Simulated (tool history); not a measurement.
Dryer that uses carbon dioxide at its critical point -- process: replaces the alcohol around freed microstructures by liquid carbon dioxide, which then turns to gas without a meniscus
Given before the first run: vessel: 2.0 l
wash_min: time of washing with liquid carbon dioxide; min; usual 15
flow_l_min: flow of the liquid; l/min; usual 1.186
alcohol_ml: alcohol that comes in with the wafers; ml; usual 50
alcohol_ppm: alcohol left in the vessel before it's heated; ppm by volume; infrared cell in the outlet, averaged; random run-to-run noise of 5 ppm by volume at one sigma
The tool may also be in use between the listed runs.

run,hour,wash_min,flow_l_min,alcohol_ml,alcohol_ppm
1,0.0,15,1.186,50,47
2,17.9,15,1.186,50,41
3,28.2,15,1.186,108,80
4,39.0,15,1.186,108,92
5,53.0,15,1.186,108,83
6,63.9,15,0.970,108,269
7,77.0,15,0.970,108,267
8,92.8,15,0.970,108,274
9,107.1,15,0.970,108,281
10,120.9,15,0.970,108,277
11,133.9,15,0.970,108,279
12,144.4,15,0.970,108,276
13,158.7,15,1.500,50,18
14,169.3,15,1.500,50,6
15,180.1,14,1.500,50,16
16,193.0,15,1.186,50,42
17,203.6,15,1.186,117,103
18,223.0,15,1.186,50,44
19,237.0,15,1.186,50,57
20,250.2,15,1.186,50,53
21,269.2,15,1.186,50,54
22,282.8,15,1.186,50,40
23,298.7,15,1.186,50,49
24,316.3,15,1.186,50,49
25,328.8,12,1.000,50,344
26,339.4,15,1.380,118,51
27,348.9,15,0.970,118,324
28,365.0,15,1.360,40,22
29,383.8,15,1.370,20,16
30,394.6,11,1.360,38,109
31,410.9,11,1.360,38,100
32,430.7,10,1.100,30,312
33,443.6,16,1.060,49,71
34,463.0,16,1.060,49,65
35,475.1,15,1.270,50,43
36,488.8,20,1.100,65,24
37,501.3,10,1.110,50,500
38,518.6,17,1.110,50,34
39,537.0,17,1.110,89,62
40,553.5,17,1.110,89,58
41,564.6,18,0.880,81,171
42,580.9,19,1.186,100,25
43,595.2,15,1.180,50,51
44,610.1,13,1.620,113,43
45,620.9,13,1.520,39,30

Run 46, settings as shown, results not yet in. Your forecast:
46,629.5,13,1.520,39,?

For run 46 the tool returned alcohol_ppm 29 ppm by volume.
Had the tool carried no hidden state, the very same run would have given alcohol_ppm 14 ppm by volume.

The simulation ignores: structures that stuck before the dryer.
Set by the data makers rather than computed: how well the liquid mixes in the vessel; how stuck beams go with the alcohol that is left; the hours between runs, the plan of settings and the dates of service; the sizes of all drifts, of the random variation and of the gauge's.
